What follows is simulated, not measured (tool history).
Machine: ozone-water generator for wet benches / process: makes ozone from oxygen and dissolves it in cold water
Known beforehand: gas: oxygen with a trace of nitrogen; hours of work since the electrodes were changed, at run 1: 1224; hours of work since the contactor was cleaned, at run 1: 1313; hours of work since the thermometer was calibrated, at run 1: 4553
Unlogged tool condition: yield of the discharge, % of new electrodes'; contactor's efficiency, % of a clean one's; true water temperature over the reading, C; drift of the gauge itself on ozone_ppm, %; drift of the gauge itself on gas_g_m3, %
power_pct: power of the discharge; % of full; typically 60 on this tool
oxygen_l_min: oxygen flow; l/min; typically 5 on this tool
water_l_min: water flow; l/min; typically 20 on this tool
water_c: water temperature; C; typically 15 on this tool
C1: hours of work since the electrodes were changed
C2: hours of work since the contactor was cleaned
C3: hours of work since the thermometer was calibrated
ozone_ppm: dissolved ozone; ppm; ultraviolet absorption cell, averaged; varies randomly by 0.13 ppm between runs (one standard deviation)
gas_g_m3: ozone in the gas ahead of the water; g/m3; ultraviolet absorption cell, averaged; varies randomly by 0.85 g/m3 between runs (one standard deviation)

{"run": 1, "day": 0.0, "power_pct": 60, "oxygen_l_min": 5, "water_l_min": 20, "water_c": 15, "C1": 1224, "C2": 1313, "C3": 4553, "ozone_ppm": 13.3, "gas_g_m3": 134.6}
{"run": 2, "day": 0.871, "power_pct": 60, "oxygen_l_min": 5, "water_l_min": 20, "water_c": 15, "C1": 1244, "C2": 1333, "C3": 4573, "ozone_ppm": 13, "gas_g_m3": 135.2}
{"run": 3, "day": 1.65, "power_pct": 60, "oxygen_l_min": 5, "water_l_min": 20, "water_c": 15, "C1": 1262, "C2": 1351, "C3": 4592, "ozone_ppm": 13.4, "gas_g_m3": 135.7}
{"run": 4, "day": 2.767, "power_pct": 60, "oxygen_l_min": 5, "water_l_min": 31, "water_c": 15, "C1": 1288, "C2": 1377, "C3": 4617, "ozone_ppm": 8.6, "gas_g_m3": 134.8}
{"run": 5, "day": 3.904, "power_pct": 60, "oxygen_l_min": 5, "water_l_min": 31, "water_c": 15, "C1": 1314, "C2": 1403, "C3": 4644, "ozone_ppm": 8.5, "gas_g_m3": 138.4}
{"run": 6, "day": 4.621, "power_pct": 60, "oxygen_l_min": 4.86, "water_l_min": 20, "water_c": 15, "C1": 1331, "C2": 1420, "C3": 4660, "ozone_ppm": 13.2, "gas_g_m3": 137.6}
{"run": 7, "day": 5.979, "power_pct": 60, "oxygen_l_min": 5, "water_l_min": 20, "water_c": 15, "C1": 1362, "C2": 1451, "C3": 4692, "ozone_ppm": 13.2, "gas_g_m3": 134.2}
{"run": 8, "day": 6.929, "power_pct": 60, "oxygen_l_min": 5, "water_l_min": 20, "water_c": 15, "C1": 1384, "C2": 1473, "C3": 4714, "ozone_ppm": 13.2, "gas_g_m3": 134.9}
{"run": 9, "day": 8.012, "power_pct": 60, "oxygen_l_min": 5, "water_l_min": 31, "water_c": 15, "C1": 1409, "C2": 1498, "C3": 4739, "ozone_ppm": 8.5, "gas_g_m3": 135.4}
{"run": 10, "day": 9.375, "power_pct": 60, "oxygen_l_min": 5, "water_l_min": 31, "water_c": 15, "C1": 1441, "C2": 1530, "C3": 4770, "ozone_ppm": 8.4, "gas_g_m3": 133.1}
{"run": 11, "day": 10.783, "power_pct": 60, "oxygen_l_min": 5, "water_l_min": 30, "water_c": 15, "C1": 1474, "C2": 1562, "C3": 4803, "ozone_ppm": 8.7, "gas_g_m3": 134.2}
{"run": 12, "day": 12.017, "power_pct": 60, "oxygen_l_min": 5, "water_l_min": 30, "water_c": 15, "C1": 1502, "C2": 1591, "C3": 4831, "ozone_ppm": 8.9, "gas_g_m3": 134.3}
{"run": 13, "day": 12.921, "power_pct": 60, "oxygen_l_min": 5, "water_l_min": 17, "water_c": 15, "C1": 1523, "C2": 1612, "C3": 4852, "ozone_ppm": 15.2, "gas_g_m3": 134.2}
{"run": 14, "day": 13.742, "power_pct": 60, "oxygen_l_min": 5, "water_l_min": 20, "water_c": 15, "C1": 1542, "C2": 1631, "C3": 4871, "ozone_ppm": 13.3, "gas_g_m3": 134.4}
{"run": 15, "day": 14.667, "power_pct": 60, "oxygen_l_min": 5, "water_l_min": 20, "water_c": 15, "C1": 1563, "C2": 1652, "C3": 4893, "ozone_ppm": 13, "gas_g_m3": 133.8}
{"day": 15.554, "done": "water thermometer calibrated"}
{"run": 16, "day": 15.742, "power_pct": 60, "oxygen_l_min": 5, "water_l_min": 20, "water_c": 15, "C1": 1588, "C2": 1677, "C3": 4, "ozone_ppm": 13.1, "gas_g_m3": 134.9}
{"run": 17, "day": 16.412, "power_pct": 60, "oxygen_l_min": 5, "water_l_min": 20, "water_c": 15, "C1": 1603, "C2": 1692, "C3": 20, "ozone_ppm": 13.4, "gas_g_m3": 135.3}
{"run": 18, "day": 17.412, "power_pct": 55, "oxygen_l_min": 5, "water_l_min": 20, "water_c": 15, "C1": 1627, "C2": 1715, "C3": 43, "ozone_ppm": 12.2, "gas_g_m3": 126.6}
{"run": 19, "day": 18.812, "power_pct": 77, "oxygen_l_min": 4.1, "water_l_min": 18, "water_c": 19, "C1": 1659, "C2": 1748, "C3": 75, "ozone_ppm": 16.3, "gas_g_m3": 180.6}

What will run 20 give?
{"run": 20, "day": 19.771, "power_pct": 84, "oxygen_l_min": 4.1, "water_l_min": 14, "water_c": 13, "C1": 1681, "C2": 1770, "C3": 98, "ozone_ppm": "?", "gas_g_m3": "?"}

{"run 20": {"ozone_ppm": 23.5, "gas_g_m3": 189.9}}
Take away the tool's hidden state, keep the run-to-run variation as it was, and the same run would have given ozone_ppm 24.8 ppm, gas_g_m3 197.9 g/m3.
